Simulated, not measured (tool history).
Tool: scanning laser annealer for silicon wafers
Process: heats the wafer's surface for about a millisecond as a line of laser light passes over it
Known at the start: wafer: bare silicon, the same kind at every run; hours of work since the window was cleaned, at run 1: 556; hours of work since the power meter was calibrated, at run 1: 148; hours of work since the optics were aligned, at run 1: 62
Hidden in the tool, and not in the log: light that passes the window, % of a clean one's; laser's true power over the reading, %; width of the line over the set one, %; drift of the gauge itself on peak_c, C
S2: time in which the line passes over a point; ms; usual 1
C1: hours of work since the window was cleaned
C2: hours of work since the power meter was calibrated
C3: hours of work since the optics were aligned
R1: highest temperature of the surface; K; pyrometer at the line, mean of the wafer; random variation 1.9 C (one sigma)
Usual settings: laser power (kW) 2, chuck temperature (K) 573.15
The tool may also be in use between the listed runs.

run 1 day=0 | laser_power_(kW)=2 S2=1 chuck_temperature_(K)=573.15 | C1=556 C2=148 C3=62 | R1=1422.15
run 2 day=0.625 | laser_power_(kW)=2 S2=1 chuck_temperature_(K)=573.15 | C1=564 C2=156 C3=70 | R1=1422.15
run 3 day=1.208 | laser_power_(kW)=2 S2=1 chuck_temperature_(K)=573.15 | C1=571 C2=163 C3=77 | R1=1421.15
run 4 day=1.554 | laser_power_(kW)=1.725 S2=1 chuck_temperature_(K)=573.15 | C1=575 C2=167 C3=81 | R1=1306.15
run 5 day=2.058 | laser_power_(kW)=1.725 S2=1 chuck_temperature_(K)=573.15 | C1=581 C2=173 C3=87 | R1=1308.15
run 6 day=2.438 | laser_power_(kW)=1.725 S2=1 chuck_temperature_(K)=573.15 | C1=586 C2=178 C3=92 | R1=1308.15
run 7 day=2.933 | laser_power_(kW)=2 S2=1 chuck_temperature_(K)=573.15 | C1=592 C2=184 C3=98 | R1=1421.15
run 8 day=3.4 | laser_power_(kW)=2 S2=1 chuck_temperature_(K)=573.15 | C1=598 C2=190 C3=104 | R1=1423.15
run 9 day=3.812 | laser_power_(kW)=2.084 S2=1 chuck_temperature_(K)=573.15 | C1=603 C2=195 C3=109 | R1=1457.15
run 10 day=4.25 | laser_power_(kW)=2 S2=0.97 chuck_temperature_(K)=563.15 | C1=608 C2=200 C3=115 | R1=1394.15
run 11 day=4.829 | laser_power_(kW)=2 S2=1 chuck_temperature_(K)=606.15 | C1=616 C2=207 C3=122 | R1=1455.15
run 12 day=5.117 | laser_power_(kW)=2.042 S2=1 chuck_temperature_(K)=558.15 | C1=619 C2=211 C3=125 | R1=1423.15
run 13 day=5.508 | laser_power_(kW)=2.169 S2=0.72 chuck_temperature_(K)=573.15 | C1=624 C2=216 C3=130 | R1=1334.15
run 14 day=5.975 | laser_power_(kW)=2.169 S2=0.72 chuck_temperature_(K)=573.15 | C1=630 C2=222 C3=136 | R1=1329.15
run 15 day=6.496 | laser_power_(kW)=1.843 S2=0.72 chuck_temperature_(K)=582.15 | C1=636 C2=228 C3=142 | R1=1231.15
run 16 day=6.829 | laser_power_(kW)=2.095 S2=1.1 chuck_temperature_(K)=535.15 | C1=640 C2=232 C3=146 | R1=1472.15
run 17 day=7.254 | laser_power_(kW)=2.067 S2=0.81 chuck_temperature_(K)=546.15 | C1=645 C2=237 C3=152 | R1=1325.15
run 18 day=7.908 | laser_power_(kW)=2.001 S2=1 chuck_temperature_(K)=571.15 | C1=653 C2=245 C3=160 | R1=1420.15

5 ways to go on from here, each from the tool as it stands after run 18. What would each give?
run A day=8.175 | laser_power_(kW)=2 S2=1.09 chuck_temperature_(K)=573.15 | C1=657 C2=249 C3=163 | R1=?
run B day=8.175 | laser_power_(kW)=2.049 S2=1.21 chuck_temperature_(K)=553.15 | C1=657 C2=249 C3=163 | R1=?
run C day=8.175 | laser_power_(kW)=2.001 S2=0.91 chuck_temperature_(K)=571.15 | C1=657 C2=249 C3=163 | R1=?
run D day=8.175 | laser_power_(kW)=1.836 S2=0.74 chuck_temperature_(K)=602.15 | C1=657 C2=249 C3=163 | R1=?
run E day=8.175 | laser_power_(kW)=1.838 S2=0.85 chuck_temperature_(K)=571.15 | C1=657 C2=249 C3=163 | R1=?

run=A R1=1463.15
run=B R1=1520.15
run=C R1=1378.15
run=D R1=1260.15
run=E R1=1282.15
Without the tool's hidden state the same runs would have given:
run=A R1=1464.15
run=B R1=1521.15
run=C R1=1378.15
run=D R1=1261.15
run=E R1=1283.15
